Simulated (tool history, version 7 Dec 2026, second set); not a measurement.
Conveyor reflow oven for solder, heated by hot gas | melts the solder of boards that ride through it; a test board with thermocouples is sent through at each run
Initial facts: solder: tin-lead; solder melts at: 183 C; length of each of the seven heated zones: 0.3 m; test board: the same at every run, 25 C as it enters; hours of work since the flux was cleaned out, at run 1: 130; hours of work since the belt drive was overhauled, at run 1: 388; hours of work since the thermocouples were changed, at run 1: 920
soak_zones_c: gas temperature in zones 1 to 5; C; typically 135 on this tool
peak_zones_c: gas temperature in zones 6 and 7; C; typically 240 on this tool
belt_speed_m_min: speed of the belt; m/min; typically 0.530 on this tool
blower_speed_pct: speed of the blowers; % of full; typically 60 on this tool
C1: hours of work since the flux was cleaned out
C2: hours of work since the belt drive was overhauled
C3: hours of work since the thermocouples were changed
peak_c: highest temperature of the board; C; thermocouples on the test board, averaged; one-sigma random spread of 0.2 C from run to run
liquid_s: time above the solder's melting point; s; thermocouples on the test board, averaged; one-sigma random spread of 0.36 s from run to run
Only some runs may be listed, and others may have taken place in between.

{"run": 1, "hour": 0.0, "soak_zones_c": 135, "peak_zones_c": 240, "belt_speed_m_min": 0.53, "blower_speed_pct": 60, "C1": 130, "C2": 388, "C3": 920, "peak_c": 219.3, "liquid_s": 50.9}
{"run": 2, "hour": 13.3, "soak_zones_c": 135, "peak_zones_c": 240, "belt_speed_m_min": 0.53, "blower_speed_pct": 86, "C1": 136, "C2": 394, "C3": 926, "peak_c": 226.6, "liquid_s": 56.8}
{"run": 3, "hour": 28.3, "soak_zones_c": 135, "peak_zones_c": 240, "belt_speed_m_min": 0.53, "blower_speed_pct": 86, "C1": 143, "C2": 401, "C3": 933, "peak_c": 226.4, "liquid_s": 57.0}
{"hour": 33.2, "done": "belt drive overhauled, speed set with a stopwatch"}
{"run": 4, "hour": 51.4, "soak_zones_c": 135, "peak_zones_c": 240, "belt_speed_m_min": 0.53, "blower_speed_pct": 86, "C1": 152, "C2": 8, "C3": 942, "peak_c": 226.5, "liquid_s": 57.2}
{"run": 5, "hour": 63.7, "soak_zones_c": 135, "peak_zones_c": 240, "belt_speed_m_min": 0.53, "blower_speed_pct": 86, "C1": 158, "C2": 14, "C3": 947, "peak_c": 226.8, "liquid_s": 57.2}
{"run": 6, "hour": 79.0, "soak_zones_c": 135, "peak_zones_c": 240, "belt_speed_m_min": 0.53, "blower_speed_pct": 86, "C1": 165, "C2": 21, "C3": 954, "peak_c": 226.5, "liquid_s": 57.7}
{"run": 7, "hour": 98.4, "soak_zones_c": 149, "peak_zones_c": 228, "belt_speed_m_min": 0.472, "blower_speed_pct": 67, "C1": 173, "C2": 30, "C3": 963, "peak_c": 216.2, "liquid_s": 62.8}
{"run": 8, "hour": 113.1, "soak_zones_c": 150, "peak_zones_c": 228, "belt_speed_m_min": 0.472, "blower_speed_pct": 67, "C1": 180, "C2": 37, "C3": 970, "peak_c": 216.3, "liquid_s": 62.6}
{"hour": 136.6, "done": "belt drive overhauled, speed set with a stopwatch, once more"}
{"run": 9, "hour": 136.6, "soak_zones_c": 142, "peak_zones_c": 240, "belt_speed_m_min": 0.612, "blower_speed_pct": 78, "C1": 189, "C2": 0, "C3": 979, "peak_c": 220.6, "liquid_s": 46.4}
{"run": 10, "hour": 148.9, "soak_zones_c": 130, "peak_zones_c": 240, "belt_speed_m_min": 0.53, "blower_speed_pct": 50, "C1": 195, "C2": 6, "C3": 985, "peak_c": 212.6, "liquid_s": 44.2}
{"run": 11, "hour": 168.6, "soak_zones_c": 122, "peak_zones_c": 229, "belt_speed_m_min": 0.53, "blower_speed_pct": 83, "C1": 204, "C2": 15, "C3": 994, "peak_c": 213.3, "liquid_s": 44.7}

Predict each of these 5 candidate next runs independently; none follows another, all start after run 11:
{"run": "A", "hour": 188.2, "soak_zones_c": 143, "peak_zones_c": 240, "belt_speed_m_min": 0.53, "blower_speed_pct": 60, "C1": 213, "C2": 24, "C3": 1003, "peak_c": "?", "liquid_s": "?"}
{"run": "B", "hour": 188.2, "soak_zones_c": 126, "peak_zones_c": 240, "belt_speed_m_min": 0.442, "blower_speed_pct": 75, "C1": 213, "C2": 24, "C3": 1003, "peak_c": "?", "liquid_s": "?"}
{"run": "C", "hour": 188.2, "soak_zones_c": 135, "peak_zones_c": 237, "belt_speed_m_min": 0.536, "blower_speed_pct": 60, "C1": 213, "C2": 24, "C3": 1003, "peak_c": "?", "liquid_s": "?"}
{"run": "D", "hour": 188.2, "soak_zones_c": 135, "peak_zones_c": 235, "belt_speed_m_min": 0.53, "blower_speed_pct": 70, "C1": 213, "C2": 24, "C3": 1003, "peak_c": "?", "liquid_s": "?"}
{"run": "E", "hour": 188.2, "soak_zones_c": 139, "peak_zones_c": 240, "belt_speed_m_min": 0.53, "blower_speed_pct": 76, "C1": 213, "C2": 24, "C3": 1003, "peak_c": "?", "liquid_s": "?"}

run=A peak_c=219.5 liquid_s=53.3
run=B peak_c=226.9 liquid_s=65.3
run=C peak_c=214.8 liquid_s=46.8
run=D peak_c=217.2 liquid_s=49.8
run=E peak_c=223.7 liquid_s=55.5
With the hidden condition removed and each run's random variation left untouched, the same runs would have given:
run=A peak_c=221.9 liquid_s=54.9
run=B peak_c=229.3 liquid_s=66.9
run=C peak_c=217.3 liquid_s=48.8
run=D peak_c=219.7 liquid_s=51.6
run=E peak_c=226.2 liquid_s=57.0
